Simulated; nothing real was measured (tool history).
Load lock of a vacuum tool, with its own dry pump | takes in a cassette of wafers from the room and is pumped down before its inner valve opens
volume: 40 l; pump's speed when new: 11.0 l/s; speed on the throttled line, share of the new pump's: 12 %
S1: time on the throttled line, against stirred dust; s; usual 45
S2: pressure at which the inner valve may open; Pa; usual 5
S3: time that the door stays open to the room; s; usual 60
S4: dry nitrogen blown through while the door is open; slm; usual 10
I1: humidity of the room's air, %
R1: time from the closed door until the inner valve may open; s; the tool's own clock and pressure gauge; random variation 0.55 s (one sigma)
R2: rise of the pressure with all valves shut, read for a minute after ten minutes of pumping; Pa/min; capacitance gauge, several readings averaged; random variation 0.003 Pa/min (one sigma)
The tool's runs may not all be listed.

Run 1, hour 0: usual settings; I1 45.2. Result: R1 81.2 s, R2 0.049 Pa/min.
Run 2, hour 59.2: usual settings; I1 48.2. Result: R1 80.9 s, R2 0.055 Pa/min.
Run 3, hour 141.9: usual settings; I1 48.3. Result: R1 82.1 s, R2 0.055 Pa/min.
Run 4, hour 228.7: usual settings; I1 42.6. Result: R1 81.2 s, R2 0.056 Pa/min.
Run 5, hour 290.4: usual settings; I1 49.2. Result: R1 81.9 s, R2 0.055 Pa/min.
Run 6, hour 354.5: usual settings; I1 45.6. Result: R1 82.5 s, R2 0.056 Pa/min.

Run 7 comes next. What will it give?
Run 7, hour 420.1: usual settings; I1 46.1. Result: R1 ?, R2 ?.

{"run 7": {"R1": 83.2, "R2": 0.056}}
Without the tool's hidden state the same run would have given R1 77.4 s, R2 0.047 Pa/min.
